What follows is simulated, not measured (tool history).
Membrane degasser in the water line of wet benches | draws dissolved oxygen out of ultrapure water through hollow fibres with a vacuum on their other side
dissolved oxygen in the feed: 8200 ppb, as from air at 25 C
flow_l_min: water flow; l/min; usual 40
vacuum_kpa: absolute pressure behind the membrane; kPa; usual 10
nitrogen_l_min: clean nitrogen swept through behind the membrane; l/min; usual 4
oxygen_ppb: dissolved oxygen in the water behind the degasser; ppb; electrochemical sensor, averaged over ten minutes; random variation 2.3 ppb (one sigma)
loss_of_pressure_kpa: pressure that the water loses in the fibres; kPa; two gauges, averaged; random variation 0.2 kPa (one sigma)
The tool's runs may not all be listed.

{"run": 1, "hour": 0.0, "flow_l_min": 40, "vacuum_kpa": 10, "nitrogen_l_min": 4, "oxygen_ppb": 233.8, "loss_of_pressure_kpa": 42.37}
{"run": 2, "hour": 53.9, "flow_l_min": 40, "vacuum_kpa": 10, "nitrogen_l_min": 2.15, "oxygen_ppb": 357.6, "loss_of_pressure_kpa": 41.85}
{"run": 3, "hour": 109.1, "flow_l_min": 40, "vacuum_kpa": 10, "nitrogen_l_min": 2.15, "oxygen_ppb": 349.3, "loss_of_pressure_kpa": 42.01}
{"run": 4, "hour": 177.7, "flow_l_min": 40, "vacuum_kpa": 10, "nitrogen_l_min": 2.15, "oxygen_ppb": 351.1, "loss_of_pressure_kpa": 42.17}
{"run": 5, "hour": 217.4, "flow_l_min": 63, "vacuum_kpa": 10, "nitrogen_l_min": 2.15, "oxygen_ppb": 572.8, "loss_of_pressure_kpa": 66.28}
{"run": 6, "hour": 278.9, "flow_l_min": 63, "vacuum_kpa": 10, "nitrogen_l_min": 2.15, "oxygen_ppb": 601, "loss_of_pressure_kpa": 65.81}
{"run": 7, "hour": 352.6, "flow_l_min": 63, "vacuum_kpa": 10, "nitrogen_l_min": 2.15, "oxygen_ppb": 593.4, "loss_of_pressure_kpa": 66.03}
{"run": 8, "hour": 432.7, "flow_l_min": 63, "vacuum_kpa": 10, "nitrogen_l_min": 2.15, "oxygen_ppb": 602, "loss_of_pressure_kpa": 66.4}
{"run": 9, "hour": 494.1, "flow_l_min": 51, "vacuum_kpa": 10, "nitrogen_l_min": 4, "oxygen_ppb": 321.7, "loss_of_pressure_kpa": 53.16}
{"run": 10, "hour": 559.9, "flow_l_min": 51, "vacuum_kpa": 10, "nitrogen_l_min": 4, "oxygen_ppb": 321, "loss_of_pressure_kpa": 53.8}
{"run": 11, "hour": 604.3, "flow_l_min": 40, "vacuum_kpa": 13.3, "nitrogen_l_min": 4, "oxygen_ppb": 305, "loss_of_pressure_kpa": 42.06}
{"run": 12, "hour": 649.7, "flow_l_min": 40, "vacuum_kpa": 13.3, "nitrogen_l_min": 4, "oxygen_ppb": 305.7, "loss_of_pressure_kpa": 42.39}
{"run": 13, "hour": 717.0, "flow_l_min": 53, "vacuum_kpa": 16.3, "nitrogen_l_min": 4.7, "oxygen_ppb": 452.8, "loss_of_pressure_kpa": 55.79}
{"run": 14, "hour": 769.4, "flow_l_min": 51, "vacuum_kpa": 14.3, "nitrogen_l_min": 4.05, "oxygen_ppb": 437, "loss_of_pressure_kpa": 54.37}
{"run": 15, "hour": 816.9, "flow_l_min": 31, "vacuum_kpa": 16.5, "nitrogen_l_min": 3.08, "oxygen_ppb": 350.2, "loss_of_pressure_kpa": 32.34}
{"run": 16, "hour": 862.2, "flow_l_min": 41, "vacuum_kpa": 19.6, "nitrogen_l_min": 4.81, "oxygen_ppb": 394.9, "loss_of_pressure_kpa": 43.27}
{"run": 17, "hour": 915.4, "flow_l_min": 53, "vacuum_kpa": 19.6, "nitrogen_l_min": 2.1, "oxygen_ppb": 932.8, "loss_of_pressure_kpa": 55.91}
{"run": 18, "hour": 979.8, "flow_l_min": 61, "vacuum_kpa": 11.1, "nitrogen_l_min": 5.05, "oxygen_ppb": 397.4, "loss_of_pressure_kpa": 64.47}
{"run": 19, "hour": 1057.3, "flow_l_min": 46, "vacuum_kpa": 19.4, "nitrogen_l_min": 7.04, "oxygen_ppb": 345, "loss_of_pressure_kpa": 48.59}
{"run": 20, "hour": 1116.4, "flow_l_min": 31, "vacuum_kpa": 8.5, "nitrogen_l_min": 3.14, "oxygen_ppb": 166.6, "loss_of_pressure_kpa": 32.85}
{"run": 21, "hour": 1154.2, "flow_l_min": 41, "vacuum_kpa": 8.5, "nitrogen_l_min": 2.45, "oxygen_ppb": 285.8, "loss_of_pressure_kpa": 43.67}
{"run": 22, "hour": 1198.1, "flow_l_min": 36, "vacuum_kpa": 19.6, "nitrogen_l_min": 3.11, "oxygen_ppb": 477.8, "loss_of_pressure_kpa": 37.96}
{"run": 23, "hour": 1278.2, "flow_l_min": 36, "vacuum_kpa": 19.6, "nitrogen_l_min": 3.11, "oxygen_ppb": 482.5, "loss_of_pressure_kpa": 37.87}
{"run": 24, "hour": 1329.5, "flow_l_min": 36, "vacuum_kpa": 19.6, "nitrogen_l_min": 3.11, "oxygen_ppb": 487.1, "loss_of_pressure_kpa": 37.79}

Forecast each of these 4 alternatives for the next run:
{"run": "A", "hour": 1400.4, "flow_l_min": 36, "vacuum_kpa": 18.2, "nitrogen_l_min": 3.11, "oxygen_ppb": "?", "loss_of_pressure_kpa": "?"}
{"run": "B", "hour": 1400.4, "flow_l_min": 31, "vacuum_kpa": 10, "nitrogen_l_min": 4, "oxygen_ppb": "?", "loss_of_pressure_kpa": "?"}
{"run": "C", "hour": 1400.4, "flow_l_min": 32, "vacuum_kpa": 21.4, "nitrogen_l_min": 7.91, "oxygen_ppb": "?", "loss_of_pressure_kpa": "?"}
{"run": "D", "hour": 1400.4, "flow_l_min": 60, "vacuum_kpa": 6.3, "nitrogen_l_min": 2.78, "oxygen_ppb": "?", "loss_of_pressure_kpa": "?"}

run=A oxygen_ppb=445.5 loss_of_pressure_kpa=38.12
run=B oxygen_ppb=169.6 loss_of_pressure_kpa=32.87
run=C oxygen_ppb=220.8 loss_of_pressure_kpa=33.79
run=D oxygen_ppb=325.4 loss_of_pressure_kpa=63.35
Without the tool's hidden state the same runs would have given:
run=A oxygen_ppb=430.8 loss_of_pressure_kpa=37.58
run=B oxygen_ppb=159.9 loss_of_pressure_kpa=32.41
run=C oxygen_ppb=212.3 loss_of_pressure_kpa=33.32
run=D oxygen_ppb=303.8 loss_of_pressure_kpa=62.46
